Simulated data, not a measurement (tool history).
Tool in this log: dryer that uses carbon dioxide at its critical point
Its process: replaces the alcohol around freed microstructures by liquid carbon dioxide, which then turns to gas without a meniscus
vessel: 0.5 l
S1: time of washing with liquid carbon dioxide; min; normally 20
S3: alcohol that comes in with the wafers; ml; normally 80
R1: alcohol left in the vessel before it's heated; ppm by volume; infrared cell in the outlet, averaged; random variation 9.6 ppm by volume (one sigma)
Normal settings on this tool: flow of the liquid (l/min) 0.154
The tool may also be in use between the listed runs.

Run 1, hour 0.0: usual settings. Result: R1 838 ppm by volume.
Run 2, hour 11.6: usual settings. Result: R1 857 ppm by volume.
Run 3, hour 23.4: usual settings but S1 17 min. Result: R1 1842 ppm by volume.
Run 4, hour 30.1: usual settings but S1 17 min. Result: R1 1866 ppm by volume.
Run 5, hour 39.9: usual settings but S1 17 min, S3 73 ml. Result: R1 1703 ppm by volume.
Run 6, hour 51.7: usual settings but S1 17 min, S3 73 ml. Result: R1 1726 ppm by volume.
At hour 58.0: inlet filter changed.
Run 7, hour 66.8: usual settings. Result: R1 570 ppm by volume.
Run 8, hour 79.7: usual settings. Result: R1 601 ppm by volume.
Run 9, hour 93.7: usual settings. Result: R1 591 ppm by volume.
Run 10, hour 107.5: usual settings. Result: R1 600 ppm by volume.
Run 11, hour 116.5: usual settings but S1 27 min. Result: R1 115 ppm by volume.
Run 12, hour 122.5: usual settings but S1 27 min. Result: R1 112 ppm by volume.
Run 13, hour 132.3: usual settings. Result: R1 632 ppm by volume.
Run 14, hour 141.9: usual settings. Result: R1 613 ppm by volume.
Run 15, hour 148.5: usual settings. Result: R1 618 ppm by volume.
Run 16, hour 160.6: usual settings. Result: R1 632 ppm by volume.
Run 17, hour 168.9: usual settings but flow of the liquid (l/min) 0.111. Result: R1 2759 ppm by volume.
Run 18, hour 181.7: usual settings but flow of the liquid (l/min) 0.111. Result: R1 2800 ppm by volume.
Run 19, hour 189.1: usual settings but flow of the liquid (l/min) 0.111. Result: R1 2761 ppm by volume.
Run 20, hour 200.0: usual settings but S3 40 ml. Result: R1 352 ppm by volume.
Run 21, hour 207.2: usual settings. Result: R1 671 ppm by volume.
Run 22, hour 214.6: usual settings but S1 28 min. Result: R1 115 ppm by volume.
Run 23, hour 221.6: usual settings but S1 28 min, S3 103 ml. Result: R1 137 ppm by volume.
Run 24, hour 235.9: usual settings but S1 28 min, S3 103 ml. Result: R1 136 ppm by volume.
Run 25, hour 247.2: usual settings but S1 22 min, flow of the liquid (l/min) 0.246. Result: R1 59 ppm by volume.
Run 26, hour 254.2: usual settings but S1 13 min, flow of the liquid (l/min) 0.099, S3 67 ml. Result: R1 13263 ppm by volume.
Run 27, hour 263.3: usual settings but S1 13 min, flow of the liquid (l/min) 0.099, S3 67 ml. Result: R1 13199 ppm by volume.
Run 28, hour 276.2: usual settings but S1 13 min, flow of the liquid (l/min) 0.099, S3 67 ml. Result: R1 12934 ppm by volume.
Run 29, hour 283.1: usual settings but flow of the liquid (l/min) 0.107. Result: R1 3334 ppm by volume.
Run 30, hour 291.1: usual settings but S1 30 min, flow of the liquid (l/min) 0.260, S3 106 ml. Result: R1 50 ppm by volume.
Run 31, hour 299.5: usual settings but S1 31 min, flow of the liquid (l/min) 0.169. Result: R1 75 ppm by volume.
Run 32, hour 306.7: usual settings but S1 26 min, flow of the liquid (l/min) 0.227, S3 36 ml. Result: R1 50 ppm by volume.
Run 33, hour 319.6: usual settings but S1 26 min, flow of the liquid (l/min) 0.227, S3 36 ml. Result: R1 43 ppm by volume.
Run 34, hour 328.3: usual settings but S1 26 min, flow of the liquid (l/min) 0.227, S3 36 ml. Result: R1 44 ppm by volume.
Run 35, hour 338.1: usual settings but S1 23 min, flow of the liquid (l/min) 0.227, S3 36 ml. Result: R1 60 ppm by volume.
Run 36, hour 344.2: usual settings but S1 18 min, flow of the liquid (l/min) 0.142, S3 36 ml. Result: R1 868 ppm by volume.
Run 37, hour 355.0: usual settings but S1 14 min, S3 26 ml. Result: R1 1260 ppm by volume.
Run 38, hour 365.6: usual settings but S1 24 min, flow of the liquid (l/min) 0.229, S3 21 ml. Result: R1 52 ppm by volume.
Run 39, hour 373.3: usual settings but S1 24 min, flow of the liquid (l/min) 0.229, S3 21 ml. Result: R1 62 ppm by volume.
Run 40, hour 387.5: usual settings but S1 14 min, S3 59 ml. Result: R1 2822 ppm by volume.
Run 41, hour 397.6: usual settings but S1 19 min, flow of the liquid (l/min) 0.244. Result: R1 111 ppm by volume.
Run 42, hour 404.2: usual settings but S1 27 min, S3 64 ml. Result: R1 155 ppm by volume.
Run 43, hour 411.5: usual settings but S3 39 ml. Result: R1 449 ppm by volume.
Run 44, hour 422.3: usual settings but flow of the liquid (l/min) 0.209, S3 21 ml. Result: R1 89 ppm by volume.
Run 45, hour 436.1: usual settings but flow of the liquid (l/min) 0.101, S3 21 ml. Result: R1 1302 ppm by volume.
Run 46, hour 444.4: usual settings but S1 31 min, S3 20 ml. Result: R1 76 ppm by volume.
At hour 447.3: inlet filter changed.
Run 47, hour 457.3: usual settings but S1 15 min, flow of the liquid (l/min) 0.105, S3 105 ml. Result: R1 11052 ppm by volume.

Same runs, no hidden state in the tool, same run-to-run variation:
The hidden state here: flow that reaches the vessel past the clogged filter, %; alcohol in the recycled carbon dioxide, ppm; drift of the gauge itself on alcohol_ppm, %.
run     R1
  1    552
  2    556
  3   1272
  4   1278
  5   1158
  6   1159
  7    537
  8    557
  9    540
 10    540
 11     78
 12     74
 13    555
 14    530
 15    532
 16    537
 17   2503
 18   2515
 19   2464
 20    272
 21    542
 22     63
 23     79
 24     76
 25     15
 26  12120
 27  12011
 28  11704
 29   2791
 30      5
 31     26
 32      3
 33      0
 34      0
 35      8
 36    639
 37    974
 38      1
 39      9
 40   2175
 41     33
 42     65
 43    275
 44     20
 45    956
 46     13
 47  10870

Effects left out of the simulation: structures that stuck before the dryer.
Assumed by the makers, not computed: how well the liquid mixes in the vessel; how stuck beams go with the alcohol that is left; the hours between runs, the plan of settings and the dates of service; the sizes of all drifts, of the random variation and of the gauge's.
